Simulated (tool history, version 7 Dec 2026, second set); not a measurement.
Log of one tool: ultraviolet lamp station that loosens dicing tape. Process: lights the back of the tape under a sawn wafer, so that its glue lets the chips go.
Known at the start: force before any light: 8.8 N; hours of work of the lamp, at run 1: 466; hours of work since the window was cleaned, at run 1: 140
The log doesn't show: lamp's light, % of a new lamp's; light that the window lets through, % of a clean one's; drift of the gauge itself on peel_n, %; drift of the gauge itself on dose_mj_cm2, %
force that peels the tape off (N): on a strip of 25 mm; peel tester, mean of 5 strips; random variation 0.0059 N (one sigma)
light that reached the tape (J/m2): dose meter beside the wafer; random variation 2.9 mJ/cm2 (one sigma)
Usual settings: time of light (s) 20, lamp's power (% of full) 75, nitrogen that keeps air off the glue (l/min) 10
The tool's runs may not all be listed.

run	day	time of light (s)	lamp's power (% of full)	nitrogen that keeps air off the glue (l/min)	hours of work of the lamp	hours of work since the window was cleaned	force that peels the tape off (N)	light that reached the tape (J/m2)
1	0	20	75	10	466	140	0.293	3310
2	1.338	20	98	10	484	159	0.147	4280
3	2	20	98	10	493	168	0.143	4250
4	3.204	13	75	10	509	184	0.966	2050
5	4.154	13	75	10	522	197	0.971	2080
6	5.108	12	75	10	535	210	1.191	1890
7	5.767	16	75	10	544	219	0.621	2540
8	7.1	16	75	10	562	237	0.638	2460
9	8.562	22	75	10	582	256	0.29	3370
10	9.662	22	75	10	597	271	0.292	3290
11	10.875	20	72	10	613	288	0.447	2890
12	12.004	20	72	10	629	303	0.48	2820
13	13.021	20	75	9	642	317	0.475	2920
14	13.717	11	75	10	652	326	1.572	1560
15	15.008	20	74	10	669	344	0.469	2800
16	16.271	20	74	10	687	361	0.493	2750
17	17.042	20	75	10	697	371	0.478	2750
18	18.554	20	75	10	717	392	0.501	2720
# day 18.771: window cleaned of glue's vapour
19	19.592	20	75	10	731	11	0.308	3320
20	20.988	20	75	10	750	30	0.312	3220
21	22.333	20	65	10	768	48	0.502	2760
22	23.733	20	75	17	787	67	0.213	3130
23	24.646	16	66	6	800	80	1.271	2180
24	25.467	14	63	6	811	91	1.72	1790
25	26.829	14	63	6	829	109	1.744	1770
26	27.742	19	67	17	842	122	0.383	2500
27	28.6	20	66	10	853	133	0.555	2560
28	29.775	20	66	10	869	149	0.586	2570
29	30.804	18	89	17	883	163	0.215	3100
30	32.088	16	86	17	901	180	0.364	2660
31	32.971	20	82	6	913	192	0.576	3120
32	34.071	13	94	17	927	207	0.499	2290
33	35.167	27	75	5	942	222	0.424	3730
34	36.162	27	75	5	956	236	0.442	3710
35	37.129	27	75	5	969	249	0.451	3590
36	37.767	27	75	5	977	257	0.463	3610
37	39.038	24	82	3	995	275	0.87	3470
38	40.55	24	73	6	1015	295	0.583	3070
39	42	24	73	6	1035	315	0.629	2980
40	42.779	16	89	11	1045	325	0.634	2380
41	44.017	16	89	11	1062	342	0.651	2400
42	45.158	16	89	11	1078	358	0.704	2350
43	46.617	16	89	11	1097	377	0.702	2320

Forecast each of these 3 alternatives for the next run:
# day 47.892: window cleaned of glue's vapour
A	47.892	25	93	10	1114	0	?	?
# day 47.892: window cleaned of glue's vapour
B	47.892	26	88	7	1114	0	?	?
# day 47.892: window cleaned of glue's vapour
C	47.892	20	75	13	1114	0	?	?

run	force that peels the tape off (N)	light that reached the tape (J/m2)
A	0.119	4540
B	0.186	4460
C	0.318	2920
Without the tool's hidden state the same runs would have given:
run	force that peels the tape off (N)	light that reached the tape (J/m2)
A	0.067	6390
B	0.089	6280
C	0.123	4120
